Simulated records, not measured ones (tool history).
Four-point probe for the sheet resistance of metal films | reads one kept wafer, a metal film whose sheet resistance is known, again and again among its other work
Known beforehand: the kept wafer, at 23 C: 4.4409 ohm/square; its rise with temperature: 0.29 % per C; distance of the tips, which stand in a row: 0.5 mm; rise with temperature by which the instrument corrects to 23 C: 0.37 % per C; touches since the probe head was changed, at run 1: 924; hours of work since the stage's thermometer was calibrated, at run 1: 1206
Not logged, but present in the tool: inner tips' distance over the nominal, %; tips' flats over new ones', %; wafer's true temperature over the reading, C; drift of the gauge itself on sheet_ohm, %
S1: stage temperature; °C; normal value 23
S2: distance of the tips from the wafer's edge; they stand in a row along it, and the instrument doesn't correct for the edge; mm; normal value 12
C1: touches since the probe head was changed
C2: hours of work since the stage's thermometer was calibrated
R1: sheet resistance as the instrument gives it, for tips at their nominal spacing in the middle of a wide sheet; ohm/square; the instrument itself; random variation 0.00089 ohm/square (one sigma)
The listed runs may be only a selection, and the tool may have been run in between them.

run 1 hour=0.0 | S1=23 S2=12 | C1=924 C2=1206 | R1=4.446089
run 2 hour=21.2 | S1=23 S2=9 | C1=1405 C2=1215 | R1=4.447961
run 3 hour=43.5 | S1=23 S2=12 | C1=1911 C2=1225 | R1=4.444846
run 4 hour=58.6 | S1=23 S2=12 | C1=2252 C2=1231 | R1=4.444612
run 5 hour=72.2 | S1=27 S2=12 | C1=2561 C2=1237 | R1=4.431360
run 6 hour=83.9 | S1=27 S2=12 | C1=2827 C2=1242 | R1=4.433017
run 7 hour=100.3 | S1=27 S2=12 | C1=3198 C2=1249 | R1=4.430644
run 8 hour=123.3 | S1=23 S2=12 | C1=3721 C2=1259 | R1=4.445553
run 9 hour=133.9 | S1=32 S2=12 | C1=3962 C2=1263 | R1=4.414380
run 10 hour=148.0 | S1=32 S2=12 | C1=4280 C2=1269 | R1=4.415732
run 11 hour=164.2 | S1=20 S2=12 | C1=4648 C2=1276 | R1=4.454887
run 12 hour=183.9 | S1=20 S2=12 | C1=5095 C2=1285 | R1=4.454124
run 13 hour=197.7 | S1=20 S2=12 | C1=5408 C2=1290 | R1=4.454910
run 14 hour=215.1 | S1=25 S2=12 | C1=5803 C2=1298 | R1=4.437284
run 15 hour=232.2 | S1=23 S2=12 | C1=6192 C2=1305 | R1=4.445042
run 16 hour=244.8 | S1=23 S2=12 | C1=6477 C2=1310 | R1=4.444645
run 17 hour=265.2 | S1=23 S2=12 | C1=6939 C2=1319 | R1=4.445300
run 18 hour=281.6 | S1=23 S2=12 | C1=7312 C2=1326 | R1=4.444082
run 19 hour=304.9 | S1=23 S2=12 | C1=7841 C2=1336 | R1=4.443925
run 20 hour=320.3 | S1=32 S2=12 | C1=8190 C2=1342 | R1=4.414915
run 21 hour=342.3 | S1=26 S2=12 | C1=8688 C2=1352 | R1=4.434239
run 22 hour=365.1 | S1=26 S2=12 | C1=9205 C2=1362 | R1=4.435279
run 23 hour=380.8 | S1=26 S2=12 | C1=9562 C2=1368 | R1=4.433931
run 24 hour=394.1 | S1=25 S2=12 | C1=9864 C2=1374 | R1=4.436270
run 25 hour=408.8 | S1=31 S2=5 | C1=10196 C2=1380 | R1=4.439051
run 26 hour=426.6 | S1=23 S2=6 | C1=10601 C2=1388 | R1=4.457191
run 27 hour=449.7 | S1=19 S2=31 | C1=11125 C2=1397 | R1=4.455904
run 28 hour=463.2 | S1=19 S2=31 | C1=11432 C2=1403 | R1=4.454521
run 29 hour=474.5 | S1=19 S2=31 | C1=11686 C2=1408 | R1=4.454692
run 30 hour=486.4 | S1=19 S2=31 | C1=11958 C2=1413 | R1=4.455685
run 31 hour=500.6 | S1=20 S2=16 | C1=12279 C2=1419 | R1=4.452313
run 32 hour=520.7 | S1=18 S2=40 | C1=12736 C2=1428 | R1=4.459378
run 33 hour=543.7 | S1=30 S2=70 | C1=13257 C2=1437 | R1=4.418031
run 34 hour=562.1 | S1=32 S2=12 | C1=13674 C2=1445 | R1=4.412765
run 35 hour=577.8 | S1=32 S2=14 | C1=14030 C2=1452 | R1=4.412958
run 36 hour=589.2 | S1=26 S2=47 | C1=14290 C2=1457 | R1=4.430931
run 37 hour=611.9 | S1=32 S2=12 | C1=14804 C2=1466 | R1=4.415848
run 38 hour=624.1 | S1=31 S2=4 | C1=15081 C2=1471 | R1=4.451156
run 39 hour=643.2 | S1=26 S2=25 | C1=15514 C2=1480 | R1=4.431436
run 40 hour=658.8 | S1=26 S2=25 | C1=15868 C2=1486 | R1=4.431078
run 41 hour=677.5 | S1=26 S2=25 | C1=16293 C2=1494 | R1=4.430069
run 42 hour=690.3 | S1=26 S2=25 | C1=16582 C2=1500 | R1=4.430908
run 43 hour=701.7 | S1=26 S2=25 | C1=16841 C2=1504 | R1=4.431191

Predict each of these 4 candidate next runs independently; none follows another, all start after run 43:
run A hour=725.2 | S1=25 S2=20 | C1=17374 C2=1514 | R1=?
run B hour=725.2 | S1=19 S2=4 | C1=17374 C2=1514 | R1=?
run C hour=725.2 | S1=23 S2=4 | C1=17374 C2=1514 | R1=?
run D hour=725.2 | S1=21 S2=7 | C1=17374 C2=1514 | R1=?

run=A R1=4.433851
run=B R1=4.490765
run=C R1=4.478849
run=D R1=4.459266
Stripped of hidden state, with their random variation kept, the same runs would have yielded:
run=A R1=4.434380
run=B R1=4.491297
run=C R1=4.479382
run=D R1=4.459796
